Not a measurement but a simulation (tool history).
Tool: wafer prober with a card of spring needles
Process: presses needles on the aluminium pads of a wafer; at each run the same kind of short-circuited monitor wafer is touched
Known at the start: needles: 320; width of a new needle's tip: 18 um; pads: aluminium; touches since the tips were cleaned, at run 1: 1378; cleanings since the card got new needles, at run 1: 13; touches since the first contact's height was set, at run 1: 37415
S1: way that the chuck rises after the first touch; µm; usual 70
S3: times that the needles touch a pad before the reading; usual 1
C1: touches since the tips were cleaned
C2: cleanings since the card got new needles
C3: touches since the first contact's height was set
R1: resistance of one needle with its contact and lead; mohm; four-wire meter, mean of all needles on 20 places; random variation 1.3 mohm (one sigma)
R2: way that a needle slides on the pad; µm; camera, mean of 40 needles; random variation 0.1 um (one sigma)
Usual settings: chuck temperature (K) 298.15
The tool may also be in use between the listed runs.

Run 1, hour 0.0: usual settings; C1 1378; C2 13; C3 37415. Result: R1 114 mohm, R2 16.11 µm.
At hour 6.8: tips cleaned on abrasive film.
At hour 20.5: tips cleaned on abrasive film.
Run 2, hour 20.5: usual settings; C1 0; C2 15; C3 41414. Result: R1 112 mohm, R2 16.07 µm.
At hour 34.0: tips cleaned on abrasive film.
Run 3, hour 39.6: usual settings but S3 3; C1 1089; C2 16; C3 45149. Result: R1 116 mohm, R2 15.97 µm.
At hour 47.5: tips cleaned on abrasive film.
Run 4, hour 56.1: usual settings but S3 3; C1 1679; C2 17; C3 48374. Result: R1 112 mohm, R2 15.94 µm.
At hour 62.1: tips cleaned on abrasive film.
Run 5, hour 73.5: usual settings but S3 3; C1 2239; C2 18; C3 51787. Result: R1 112 mohm, R2 15.92 µm.
At hour 75.3: tips cleaned on abrasive film.
At hour 88.9: tips cleaned on abrasive film.
Run 6, hour 90.5: usual settings; C1 322; C2 20; C3 55106. Result: R1 111 mohm, R2 15.99 µm.
At hour 103.4: tips cleaned on abrasive film.
Run 7, hour 111.5: usual settings; C1 1586; C2 21; C3 59215. Result: R1 114 mohm, R2 16.27 µm.
At hour 116.9: tips cleaned on abrasive film.
At hour 131.5: tips cleaned on abrasive film.
Run 8, hour 132.9: usual settings; C1 287; C2 23; C3 63391. Result: R1 114 mohm, R2 16.07 µm.
At hour 145.1: tips cleaned on abrasive film.
Run 9, hour 145.3: usual settings; C1 28; C2 24; C3 65806. Result: R1 113 mohm, R2 16.04 µm.
At hour 158.8: tips cleaned on abrasive film.
Run 10, hour 159.6: usual settings; C1 164; C2 25; C3 68612. Result: R1 112 mohm, R2 16.08 µm.
At hour 173.2: tips cleaned on abrasive film.
Run 11, hour 175.0: usual settings but chuck temperature (K) 369.15; C1 358; C2 26; C3 71614. Result: R1 122 mohm, R2 15.96 µm.
At hour 186.4: tips cleaned on abrasive film.
Run 12, hour 197.2: usual settings but S1 56 µm; C1 2125; C2 27; C3 75969. Result: R1 116 mohm, R2 12.88 µm.
At hour 201.2: tips cleaned on abrasive film.
At hour 214.6: tips cleaned on abrasive film.
Run 13, hour 219.1: usual settings but chuck temperature (K) 307.15; C1 888; C2 29; C3 80238. Result: R1 114 mohm, R2 15.99 µm.
At hour 228.9: tips cleaned on abrasive film.
Run 14, hour 239.3: usual settings but chuck temperature (K) 307.15; C1 2038; C2 30; C3 84195. Result: R1 115 mohm, R2 16.14 µm.
At hour 242.8: tips cleaned on abrasive film.
At hour 257.4: tips cleaned on abrasive film.
Run 15, hour 258.4: usual settings but chuck temperature (K) 307.15; C1 195; C2 32; C3 87928. Result: R1 111 mohm, R2 15.87 µm.
At hour 271.3: tips cleaned on abrasive film.
Run 16, hour 271.3: usual settings but chuck temperature (K) 307.15; C1 0; C2 33; C3 90442. Result: R1 116 mohm, R2 15.94 µm.
At hour 285.6: tips cleaned on abrasive film.
Run 17, hour 293.0: usual settings; C1 1453; C2 34; C3 94689. Result: R1 113 mohm, R2 15.98 µm.
At hour 299.4: tips cleaned on abrasive film.
Run 18, hour 303.0: usual settings but S1 54 µm, chuck temperature (K) 343.15, S3 2; C1 710; C2 35; C3 96642. Result: R1 124 mohm, R2 12.31 µm.
At hour 313.9: tips cleaned on abrasive film.
Run 19, hour 317.2: usual settings but S1 54 µm, chuck temperature (K) 343.15, S3 2; C1 648; C2 36; C3 99431. Result: R1 121 mohm, R2 12.21 µm.
At hour 328.2: tips cleaned on abrasive film.
Run 20, hour 332.7: usual settings but S1 58 µm, chuck temperature (K) 343.15; C1 898; C2 37; C3 102466. Result: R1 124 mohm, R2 13.30 µm.
At hour 341.7: tips cleaned on abrasive film.
Run 21, hour 351.5: usual settings but chuck temperature (K) 300.15; C1 1927; C2 38; C3 106145. Result: R1 114 mohm, R2 16.18 µm.
At hour 355.3: tips cleaned on abrasive film.
Run 22, hour 361.9: usual settings but S1 55 µm, chuck temperature (K) 310.15; C1 1289; C2 39; C3 108158. Result: R1 117 mohm, R2 12.49 µm.
At hour 369.8: tips cleaned on abrasive film.
Run 23, hour 373.5: usual settings but S1 55 µm, chuck temperature (K) 310.15; C1 733; C2 40; C3 110438. Result: R1 117 mohm, R2 12.64 µm.
At hour 384.2: tips cleaned on abrasive film.
Run 24, hour 389.8: usual settings but S1 55 µm, chuck temperature (K) 310.15; C1 1103; C2 41; C3 113614. Result: R1 118 mohm, R2 12.76 µm.
At hour 398.6: tips cleaned on abrasive film.
Run 25, hour 410.9: usual settings but S1 81 µm, chuck temperature (K) 310.15; C1 2425; C2 42; C3 117754. Result: R1 114 mohm, R2 18.52 µm.
At hour 412.3: tips cleaned on abrasive film.
At hour 425.6: tips cleaned on abrasive film.
Run 26, hour 429.2: usual settings but S1 81 µm, chuck temperature (K) 310.15; C1 705; C2 44; C3 121323. Result: R1 111 mohm, R2 18.60 µm.
At hour 439.7: tips cleaned on abrasive film.
Run 27, hour 443.9: usual settings but S1 81 µm, chuck temperature (K) 373.15; C1 820; C2 45; C3 124193. Result: R1 122 mohm, R2 18.47 µm.
At hour 453.1: tips cleaned on abrasive film.
Run 28, hour 462.6: usual settings but S1 52 µm, chuck temperature (K) 364.15, S3 2; C1 1856; C2 46; C3 127850. Result: R1 128 mohm, R2 11.84 µm.
At hour 467.0: tips cleaned on abrasive film.
Run 29, hour 475.9: usual settings but S1 84 µm, chuck temperature (K) 364.15, S3 2; C1 1738; C2 47; C3 130450. Result: R1 119 mohm, R2 19.08 µm.

Run 30 comes next. What will it give?
At hour 480.6: tips cleaned on abrasive film.
Run 30, hour 485.4: usual settings but S1 84 µm, chuck temperature (K) 326.15, S3 2; C1 936; C2 48; C3 132310. Result: R1 ?, R2 ?.

{"run 30": {"R1": 115, "R2": 19.06}}
Without the tool's hidden state the same run would have given R1 115 mohm, R2 19.07 µm.

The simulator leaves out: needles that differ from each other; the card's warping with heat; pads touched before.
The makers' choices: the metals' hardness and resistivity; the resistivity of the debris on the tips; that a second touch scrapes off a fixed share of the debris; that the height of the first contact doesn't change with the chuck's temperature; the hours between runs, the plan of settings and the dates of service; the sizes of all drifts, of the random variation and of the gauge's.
